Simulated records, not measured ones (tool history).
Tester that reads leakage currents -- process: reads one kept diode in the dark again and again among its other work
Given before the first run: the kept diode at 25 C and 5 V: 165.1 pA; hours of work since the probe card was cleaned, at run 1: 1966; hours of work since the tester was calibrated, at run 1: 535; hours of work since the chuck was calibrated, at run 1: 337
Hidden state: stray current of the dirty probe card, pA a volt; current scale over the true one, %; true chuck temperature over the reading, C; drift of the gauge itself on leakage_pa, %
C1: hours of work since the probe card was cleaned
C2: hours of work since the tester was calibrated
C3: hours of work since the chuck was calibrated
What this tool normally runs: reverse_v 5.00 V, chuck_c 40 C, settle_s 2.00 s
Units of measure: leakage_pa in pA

{"run": 1, "hour": 0.0, "reverse_v": 5.0, "chuck_c": 40, "settle_s": 2.0, "C1": 1966, "C2": 535, "C3": 337, "leakage_pa": 662.09}
{"run": 2, "hour": 48.3, "reverse_v": 5.0, "chuck_c": 40, "settle_s": 2.0, "C1": 1988, "C2": 557, "C3": 359, "leakage_pa": 660.9}
{"run": 3, "hour": 90.7, "reverse_v": 5.0, "chuck_c": 40, "settle_s": 2.0, "C1": 2008, "C2": 577, "C3": 378, "leakage_pa": 663.33}
{"run": 4, "hour": 154.2, "reverse_v": 5.0, "chuck_c": 40, "settle_s": 1.11, "C1": 2037, "C2": 606, "C3": 407, "leakage_pa": 663.95}
{"run": 5, "hour": 214.3, "reverse_v": 5.0, "chuck_c": 40, "settle_s": 1.11, "C1": 2065, "C2": 633, "C3": 435, "leakage_pa": 664.0}
{"run": 6, "hour": 264.7, "reverse_v": 5.0, "chuck_c": 40, "settle_s": 1.11, "C1": 2088, "C2": 657, "C3": 458, "leakage_pa": 670.25}
{"run": 7, "hour": 339.1, "reverse_v": 5.0, "chuck_c": 40, "settle_s": 1.11, "C1": 2122, "C2": 691, "C3": 492, "leakage_pa": 671.3}
{"run": 8, "hour": 391.9, "reverse_v": 5.0, "chuck_c": 40, "settle_s": 1.11, "C1": 2146, "C2": 715, "C3": 517, "leakage_pa": 673.85}
{"run": 9, "hour": 447.8, "reverse_v": 5.0, "chuck_c": 40, "settle_s": 2.0, "C1": 2172, "C2": 741, "C3": 542, "leakage_pa": 678.41}
{"run": 10, "hour": 525.1, "reverse_v": 5.0, "chuck_c": 40, "settle_s": 2.08, "C1": 2208, "C2": 776, "C3": 578, "leakage_pa": 678.9}
{"run": 11, "hour": 564.1, "reverse_v": 5.0, "chuck_c": 40, "settle_s": 2.08, "C1": 2226, "C2": 794, "C3": 596, "leakage_pa": 679.3}
{"run": 12, "hour": 597.1, "reverse_v": 5.0, "chuck_c": 40, "settle_s": 2.08, "C1": 2241, "C2": 809, "C3": 611, "leakage_pa": 682.72}
{"run": 13, "hour": 670.9, "reverse_v": 5.0, "chuck_c": 40, "settle_s": 2.08, "C1": 2275, "C2": 843, "C3": 645, "leakage_pa": 681.15}
{"run": 14, "hour": 725.4, "reverse_v": 5.0, "chuck_c": 34, "settle_s": 2.0, "C1": 2300, "C2": 868, "C3": 670, "leakage_pa": 412.9}
{"run": 15, "hour": 763.1, "reverse_v": 5.0, "chuck_c": 40, "settle_s": 3.17, "C1": 2317, "C2": 886, "C3": 687, "leakage_pa": 686.03}
{"run": 16, "hour": 831.8, "reverse_v": 5.0, "chuck_c": 40, "settle_s": 8.31, "C1": 2349, "C2": 917, "C3": 719, "leakage_pa": 690.27}
{"run": 17, "hour": 902.9, "reverse_v": 5.0, "chuck_c": 40, "settle_s": 8.31, "C1": 2381, "C2": 950, "C3": 752, "leakage_pa": 692.88}
{"run": 18, "hour": 950.6, "reverse_v": 5.0, "chuck_c": 40, "settle_s": 0.4, "C1": 2403, "C2": 972, "C3": 773, "leakage_pa": 699.5}
{"run": 19, "hour": 994.3, "reverse_v": 5.0, "chuck_c": 34, "settle_s": 2.0, "C1": 2423, "C2": 992, "C3": 794, "leakage_pa": 420.07}
{"run": 20, "hour": 1057.9, "reverse_v": 5.0, "chuck_c": 34, "settle_s": 2.0, "C1": 2453, "C2": 1021, "C3": 823, "leakage_pa": 420.66}
{"run": 21, "hour": 1108.5, "reverse_v": 3.73, "chuck_c": 20, "settle_s": 2.0, "C1": 2476, "C2": 1044, "C3": 846, "leakage_pa": 106.72}
{"run": 22, "hour": 1163.1, "reverse_v": 1.63, "chuck_c": 40, "settle_s": 2.0, "C1": 2501, "C2": 1070, "C3": 871, "leakage_pa": 421.73}
{"run": 23, "hour": 1240.4, "reverse_v": 1.66, "chuck_c": 24, "settle_s": 6.38, "C1": 2536, "C2": 1105, "C3": 907, "leakage_pa": 105.37}
{"run": 24, "hour": 1292.5, "reverse_v": 5.0, "chuck_c": 40, "settle_s": 2.46, "C1": 2560, "C2": 1129, "C3": 931, "leakage_pa": 710.49}
{"run": 25, "hour": 1330.8, "reverse_v": 3.61, "chuck_c": 40, "settle_s": 0.4, "C1": 2578, "C2": 1147, "C3": 948, "leakage_pa": 613.75}
{"run": 26, "hour": 1387.8, "reverse_v": 6.84, "chuck_c": 40, "settle_s": 1.43, "C1": 2604, "C2": 1173, "C3": 974, "leakage_pa": 819.46}
{"hour": 1431.5, "done": "chuck's temperature calibrated"}
{"run": 27, "hour": 1436.8, "reverse_v": 1.87, "chuck_c": 59, "settle_s": 2.0, "C1": 2626, "C2": 1194, "C3": 2, "leakage_pa": 1829.24}
{"run": 28, "hour": 1513.0, "reverse_v": 2.29, "chuck_c": 37, "settle_s": 4.17, "C1": 2661, "C2": 1229, "C3": 37, "leakage_pa": 343.89}
{"run": 29, "hour": 1581.4, "reverse_v": 3.94, "chuck_c": 37, "settle_s": 4.17, "C1": 2692, "C2": 1261, "C3": 69, "leakage_pa": 444.61}
{"run": 30, "hour": 1655.0, "reverse_v": 3.94, "chuck_c": 37, "settle_s": 4.17, "C1": 2726, "C2": 1295, "C3": 103, "leakage_pa": 445.14}
{"run": 31, "hour": 1701.5, "reverse_v": 2.4, "chuck_c": 40, "settle_s": 2.0, "C1": 2747, "C2": 1316, "C3": 124, "leakage_pa": 458.24}
{"run": 32, "hour": 1761.2, "reverse_v": 2.4, "chuck_c": 40, "settle_s": 2.0, "C1": 2775, "C2": 1344, "C3": 152, "leakage_pa": 460.1}
{"run": 33, "hour": 1817.5, "reverse_v": 2.4, "chuck_c": 40, "settle_s": 2.0, "C1": 2801, "C2": 1369, "C3": 177, "leakage_pa": 458.27}
{"run": 34, "hour": 1858.5, "reverse_v": 1.18, "chuck_c": 40, "settle_s": 2.0, "C1": 2820, "C2": 1388, "C3": 196, "leakage_pa": 334.08}
{"run": 35, "hour": 1918.6, "reverse_v": 3.12, "chuck_c": 40, "settle_s": 2.0, "C1": 2847, "C2": 1416, "C3": 224, "leakage_pa": 525.14}
{"run": 36, "hour": 1952.5, "reverse_v": 3.12, "chuck_c": 40, "settle_s": 2.0, "C1": 2863, "C2": 1431, "C3": 240, "leakage_pa": 524.76}
{"run": 37, "hour": 1986.6, "reverse_v": 3.12, "chuck_c": 40, "settle_s": 2.0, "C1": 2878, "C2": 1447, "C3": 255, "leakage_pa": 525.46}
{"run": 38, "hour": 2018.5, "reverse_v": 7.35, "chuck_c": 25, "settle_s": 2.0, "C1": 2893, "C2": 1462, "C3": 270, "leakage_pa": 215.95}
{"run": 39, "hour": 2074.8, "reverse_v": 3.1, "chuck_c": 40, "settle_s": 0.6, "C1": 2919, "C2": 1488, "C3": 296, "leakage_pa": 526.94}

Predict each of these 3 candidate next runs independently; none follows another, all start after run 39:
{"run": "A", "hour": 2120.6, "reverse_v": 1.25, "chuck_c": 21, "settle_s": 2.0, "C1": 2940, "C2": 1509, "C3": 317, "leakage_pa": "?"}
{"run": "B", "hour": 2120.6, "reverse_v": 5.0, "chuck_c": 40, "settle_s": 2.7, "C1": 2940, "C2": 1509, "C3": 317, "leakage_pa": "?"}
{"run": "C", "hour": 2120.6, "reverse_v": 3.1, "chuck_c": 28, "settle_s": 0.6, "C1": 2940, "C2": 1509, "C3": 317, "leakage_pa": "?"}

run=A leakage_pa=64.87
run=B leakage_pa=655.53
run=C leakage_pa=188.31
With no hidden state in the tool, these same runs would have given:
run=A leakage_pa=60.53
run=B leakage_pa=626.00
run=C leakage_pa=176.84
